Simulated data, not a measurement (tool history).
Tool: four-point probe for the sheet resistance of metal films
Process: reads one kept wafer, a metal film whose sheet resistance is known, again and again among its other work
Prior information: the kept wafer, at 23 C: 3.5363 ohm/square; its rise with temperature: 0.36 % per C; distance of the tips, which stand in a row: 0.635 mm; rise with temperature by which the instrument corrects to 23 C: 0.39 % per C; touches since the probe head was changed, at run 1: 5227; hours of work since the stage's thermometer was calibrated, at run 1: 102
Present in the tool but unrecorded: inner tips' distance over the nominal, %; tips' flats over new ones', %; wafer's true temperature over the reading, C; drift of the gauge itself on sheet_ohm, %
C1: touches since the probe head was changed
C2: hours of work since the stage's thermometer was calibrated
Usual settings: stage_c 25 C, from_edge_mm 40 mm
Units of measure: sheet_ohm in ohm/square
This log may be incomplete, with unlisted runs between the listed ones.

{"run": 1, "hour": 0.0, "stage_c": 25, "from_edge_mm": 40, "C1": 5227, "C2": 102, "sheet_ohm": 3.546804}
{"run": 2, "hour": 27.5, "stage_c": 25, "from_edge_mm": 40, "C1": 5627, "C2": 114, "sheet_ohm": 3.546866}
{"run": 3, "hour": 49.2, "stage_c": 25, "from_edge_mm": 40, "C1": 5942, "C2": 124, "sheet_ohm": 3.54664}
{"run": 4, "hour": 68.1, "stage_c": 25, "from_edge_mm": 40, "C1": 6217, "C2": 133, "sheet_ohm": 3.545742}
{"run": 5, "hour": 87.5, "stage_c": 25, "from_edge_mm": 40, "C1": 6498, "C2": 142, "sheet_ohm": 3.546292}
{"run": 6, "hour": 112.5, "stage_c": 25, "from_edge_mm": 40, "C1": 6861, "C2": 153, "sheet_ohm": 3.544483}
{"run": 7, "hour": 130.9, "stage_c": 25, "from_edge_mm": 47, "C1": 7128, "C2": 162, "sheet_ohm": 3.545159}
{"run": 8, "hour": 158.1, "stage_c": 25, "from_edge_mm": 40, "C1": 7524, "C2": 174, "sheet_ohm": 3.54564}
{"run": 9, "hour": 178.2, "stage_c": 25, "from_edge_mm": 40, "C1": 7815, "C2": 184, "sheet_ohm": 3.545932}
{"run": 10, "hour": 195.0, "stage_c": 25, "from_edge_mm": 40, "C1": 8060, "C2": 191, "sheet_ohm": 3.546932}
{"run": 11, "hour": 226.1, "stage_c": 34, "from_edge_mm": 50, "C1": 8511, "C2": 206, "sheet_ohm": 3.535235}
{"run": 12, "hour": 257.7, "stage_c": 26, "from_edge_mm": 4, "C1": 8970, "C2": 220, "sheet_ohm": 3.591528}
{"run": 13, "hour": 276.7, "stage_c": 21, "from_edge_mm": 40, "C1": 9247, "C2": 229, "sheet_ohm": 3.550451}
{"run": 14, "hour": 309.7, "stage_c": 21, "from_edge_mm": 40, "C1": 9726, "C2": 244, "sheet_ohm": 3.551136}
{"run": 15, "hour": 342.0, "stage_c": 30, "from_edge_mm": 40, "C1": 10196, "C2": 259, "sheet_ohm": 3.540776}
{"run": 16, "hour": 379.1, "stage_c": 30, "from_edge_mm": 40, "C1": 10733, "C2": 276, "sheet_ohm": 3.539935}
{"run": 17, "hour": 406.3, "stage_c": 32, "from_edge_mm": 10, "C1": 11130, "C2": 289, "sheet_ohm": 3.544992}
{"run": 18, "hour": 427.2, "stage_c": 32, "from_edge_mm": 10, "C1": 11432, "C2": 298, "sheet_ohm": 3.543737}

Run 19 has not been measured yet. What should we expect?
{"run": 19, "hour": 458.4, "stage_c": 26, "from_edge_mm": 46, "C1": 11887, "C2": 312, "sheet_ohm": "?"}

{"run 19": {"sheet_ohm": 3.545011}}
Without the tool's hidden state the same run would have given sheet_ohm 3.534156 ohm/square.

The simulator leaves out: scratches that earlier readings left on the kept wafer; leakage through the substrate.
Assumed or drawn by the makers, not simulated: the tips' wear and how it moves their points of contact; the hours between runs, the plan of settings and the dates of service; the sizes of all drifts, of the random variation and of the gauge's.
